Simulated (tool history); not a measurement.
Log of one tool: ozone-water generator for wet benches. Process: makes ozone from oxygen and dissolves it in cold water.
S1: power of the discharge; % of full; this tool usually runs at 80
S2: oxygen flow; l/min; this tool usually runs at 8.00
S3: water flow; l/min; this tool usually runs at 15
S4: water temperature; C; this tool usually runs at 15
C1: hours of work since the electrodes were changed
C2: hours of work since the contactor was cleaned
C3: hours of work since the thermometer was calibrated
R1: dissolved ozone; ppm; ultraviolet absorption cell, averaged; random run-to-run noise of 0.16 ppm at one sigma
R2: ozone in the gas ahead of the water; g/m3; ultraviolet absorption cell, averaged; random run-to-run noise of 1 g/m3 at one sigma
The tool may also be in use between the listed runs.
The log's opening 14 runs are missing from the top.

{"run": 15, "day": 76.958, "S1": 80, "S2": 8.0, "S3": 15, "S4": 10, "C1": 306, "C2": 143, "C3": 325, "R1": 23.0, "R2": 176.5}
{"run": 16, "day": 82.321, "S1": 80, "S2": 8.0, "S3": 15, "S4": 10, "C1": 424, "C2": 260, "C3": 443, "R1": 22.4, "R2": 176.0}
{"run": 17, "day": 88.95, "S1": 80, "S2": 8.0, "S3": 15, "S4": 10, "C1": 569, "C2": 405, "C3": 588, "R1": 22.7, "R2": 177.3}
{"run": 18, "day": 95.438, "S1": 80, "S2": 8.0, "S3": 15, "S4": 10, "C1": 710, "C2": 547, "C3": 730, "R1": 22.7, "R2": 176.5}
{"run": 19, "day": 101.033, "S1": 68, "S2": 4.58, "S3": 17, "S4": 15, "C1": 833, "C2": 669, "C3": 852, "R1": 15.9, "R2": 198.3}
{"run": 20, "day": 103.958, "S1": 66, "S2": 4.58, "S3": 17, "S4": 15, "C1": 897, "C2": 733, "C3": 916, "R1": 15.8, "R2": 195.3}
{"run": 21, "day": 108.392, "S1": 66, "S2": 4.58, "S3": 17, "S4": 15, "C1": 994, "C2": 830, "C3": 1013, "R1": 15.9, "R2": 193.7}
{"run": 22, "day": 113.892, "S1": 53, "S2": 4.58, "S3": 17, "S4": 8, "C1": 1114, "C2": 951, "C3": 1133, "R1": 14.5, "R2": 165.5}
{"run": 23, "day": 117.679, "S1": 53, "S2": 5.38, "S3": 17, "S4": 18, "C1": 1197, "C2": 1033, "C3": 1216, "R1": 12.9, "R2": 152.2}
{"run": 24, "day": 124.021, "S1": 80, "S2": 8.0, "S3": 12, "S4": 15, "C1": 1336, "C2": 1172, "C3": 1355, "R1": 24.2, "R2": 174.6}
{"run": 25, "day": 127.142, "S1": 80, "S2": 13.35, "S3": 10, "S4": 23, "C1": 1404, "C2": 1240, "C3": 1423, "R1": 20.1, "R2": 139.6}
{"run": 26, "day": 132.304, "S1": 80, "S2": 13.35, "S3": 10, "S4": 23, "C1": 1517, "C2": 1353, "C3": 1536, "R1": 20.1, "R2": 139.3}
{"run": 27, "day": 139.392, "S1": 80, "S2": 8.0, "S3": 9, "S4": 11, "C1": 1672, "C2": 1508, "C3": 1691, "R1": 31.7, "R2": 175.3}
{"run": 28, "day": 143.054, "S1": 92, "S2": 5.63, "S3": 20, "S4": 11, "C1": 1752, "C2": 1588, "C3": 1771, "R1": 18.7, "R2": 227.9}
{"run": 29, "day": 149.971, "S1": 80, "S2": 6.31, "S3": 20, "S4": 21, "C1": 1903, "C2": 1740, "C3": 1922, "R1": 14.7, "R2": 195.8}
{"run": 30, "day": 154.429, "S1": 80, "S2": 6.31, "S3": 13, "S4": 20, "C1": 2001, "C2": 1837, "C3": 2020, "R1": 21.2, "R2": 194.0}
{"run": 31, "day": 158.946, "S1": 49, "S2": 6.31, "S3": 13, "S4": 17, "C1": 2099, "C2": 1936, "C3": 2119, "R1": 15.2, "R2": 133.3}
{"run": 32, "day": 165.525, "S1": 56, "S2": 12.79, "S3": 18, "S4": 13, "C1": 2243, "C2": 2080, "C3": 2262, "R1": 14.0, "R2": 108.1}

Alternative continuations, all from the tool just after run 32; predict every row:
{"run": "A", "day": 172.408, "S1": 56, "S2": 11.82, "S3": 10, "S4": 10, "C1": 2394, "C2": 2230, "C3": 2413, "R1": "?", "R2": "?"}
{"run": "B", "day": 172.408, "S1": 54, "S2": 8.0, "S3": 15, "S4": 10, "C1": 2394, "C2": 2230, "C3": 2413, "R1": "?", "R2": "?"}
{"run": "C", "day": 172.408, "S1": 56, "S2": 10.49, "S3": 18, "S4": 18, "C1": 2394, "C2": 2230, "C3": 2413, "R1": "?", "R2": "?"}

run=A R1=21.8 R2=113.4
run=B R1=16.8 R2=130.3
run=C R1=12.5 R2=118.3
Stripped of hidden state, with their random variation kept, the same runs would have yielded:
run=A R1=21.8 R2=113.5
run=B R1=16.8 R2=130.5
run=C R1=12.6 R2=118.4

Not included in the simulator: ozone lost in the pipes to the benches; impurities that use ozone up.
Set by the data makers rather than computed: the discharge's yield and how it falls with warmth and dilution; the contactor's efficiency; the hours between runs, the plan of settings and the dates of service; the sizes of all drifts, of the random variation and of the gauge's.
